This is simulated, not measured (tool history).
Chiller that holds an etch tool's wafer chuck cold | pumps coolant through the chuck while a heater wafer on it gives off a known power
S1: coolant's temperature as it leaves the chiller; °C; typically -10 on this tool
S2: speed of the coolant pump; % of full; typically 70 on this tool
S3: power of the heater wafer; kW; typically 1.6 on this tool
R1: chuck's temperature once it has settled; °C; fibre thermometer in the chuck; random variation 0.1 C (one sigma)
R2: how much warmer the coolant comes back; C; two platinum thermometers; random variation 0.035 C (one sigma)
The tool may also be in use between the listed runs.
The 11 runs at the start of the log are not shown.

run	hour	S1	S2	S3	R1	R2
12	1018	-11	60	1.6	2	6.72
13	1125.8	-11	60	1.6	2	6.72
14	1200.2	-11	60	1.6	2.2	6.66
15	1258.7	-10	95	1.6	-0.7	4.04
16	1317	-10	70	1.6	1.3	5.63
17	1384.6	-3	61	1.6	9.8	6.5
18	1442.8	-15	70	0.989	-7.8	3.35
19	1537.7	-10	100	1.6	-1.1	3.78
20	1591.5	-6	87	0.948	-0.1	2.44
21	1706.9	-17	65	0.935	-9.8	3.31

For run 22, what comes out?
22	1761.8	-17	65	0.935	?	?

Run 22 gave R1 -10 °C, R2 3.39 C.
Take away the tool's hidden state, keep the run-to-run variation as it was, and the same run would have given R1 -10 °C, R2 3.75 C.
